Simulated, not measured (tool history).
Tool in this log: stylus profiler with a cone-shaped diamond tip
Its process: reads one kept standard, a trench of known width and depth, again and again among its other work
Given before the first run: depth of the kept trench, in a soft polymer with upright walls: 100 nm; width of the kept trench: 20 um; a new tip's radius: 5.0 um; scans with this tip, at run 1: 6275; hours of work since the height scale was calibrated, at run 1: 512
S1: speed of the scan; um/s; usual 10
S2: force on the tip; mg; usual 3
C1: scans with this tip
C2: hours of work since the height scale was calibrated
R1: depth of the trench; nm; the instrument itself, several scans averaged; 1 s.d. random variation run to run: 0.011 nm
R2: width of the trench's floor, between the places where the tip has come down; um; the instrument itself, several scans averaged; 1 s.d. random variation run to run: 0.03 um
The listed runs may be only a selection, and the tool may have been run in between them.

run 1 hour=0 | S1=10 S2=3 | C1=6275 C2=512 | R1=100.74 R2=17.86
run 2 hour=46.9 | S1=14 S2=3 | C1=6614 C2=539 | R1=100.75 R2=17.76
run 3 hour=102.9 | S1=10 S2=3 | C1=7019 C2=572 | R1=100.76 R2=17.77
run 4 hour=142.4 | S1=10 S2=3 | C1=7305 C2=596 | R1=100.75 R2=17.85
run 5 hour=228.9 | S1=10 S2=3 | C1=7931 C2=647 | R1=100.73 R2=17.7
run 6 hour=267.9 | S1=10 S2=3 | C1=8214 C2=670 | R1=100.72 R2=17.78
run 7 hour=345.6 | S1=10 S2=3 | C1=8776 C2=715 | R1=100.72 R2=17.73
run 8 hour=390.7 | S1=10 S2=3 | C1=9103 C2=742 | R1=100.72 R2=17.79
run 9 hour=429.6 | S1=10 S2=3 | C1=9384 C2=765 | R1=100.72 R2=17.74
run 10 hour=480 | S1=10 S2=3 | C1=9749 C2=795 | R1=100.71 R2=17.75
run 11 hour=542.6 | S1=3 S2=3 | C1=10201 C2=832 | R1=100.73 R2=17.69
run 12 hour=583.8 | S1=3 S2=3 | C1=10499 C2=856 | R1=100.69 R2=17.68
run 13 hour=647.7 | S1=3 S2=3 | C1=10962 C2=894 | R1=100.69 R2=17.7
run 14 hour=686.4 | S1=36 S2=3 | C1=11242 C2=916 | R1=100.71 R2=17.65
run 15 hour=738.1 | S1=40 S2=2.38 | C1=11616 C2=947 | R1=100.56 R2=17.61
run 16 hour=790.1 | S1=10 S2=1.83 | C1=11993 C2=978 | R1=100.45 R2=17.65
run 17 hour=859.5 | S1=10 S2=3.11 | C1=12495 C2=1019 | R1=100.72 R2=17.62
run 18 hour=930.1 | S1=10 S2=3.11 | C1=13006 C2=1060 | R1=100.7 R2=17.66
run 19 hour=1012.2 | S1=10 S2=3.11 | C1=13600 C2=1109 | R1=100.7 R2=17.63
run 20 hour=1085.5 | S1=27 S2=4.84 | C1=14130 C2=1152 | R1=101.01 R2=17.56
run 21 hour=1171.9 | S1=2 S2=6.1 | C1=14756 C2=1203 | R1=101.19 R2=17.61

What does the tool deliver on the next run?
run 22 hour=1250.9 | S1=4 S2=2.18 | C1=15327 C2=1249 | R1=? R2=?

{"run 22": {"R1": 100.5, "R2": 17.59}}
Were there no unlogged condition in the tool, this run, its random variation unchanged, would have produced R1 100.71 nm, R2 18 um.

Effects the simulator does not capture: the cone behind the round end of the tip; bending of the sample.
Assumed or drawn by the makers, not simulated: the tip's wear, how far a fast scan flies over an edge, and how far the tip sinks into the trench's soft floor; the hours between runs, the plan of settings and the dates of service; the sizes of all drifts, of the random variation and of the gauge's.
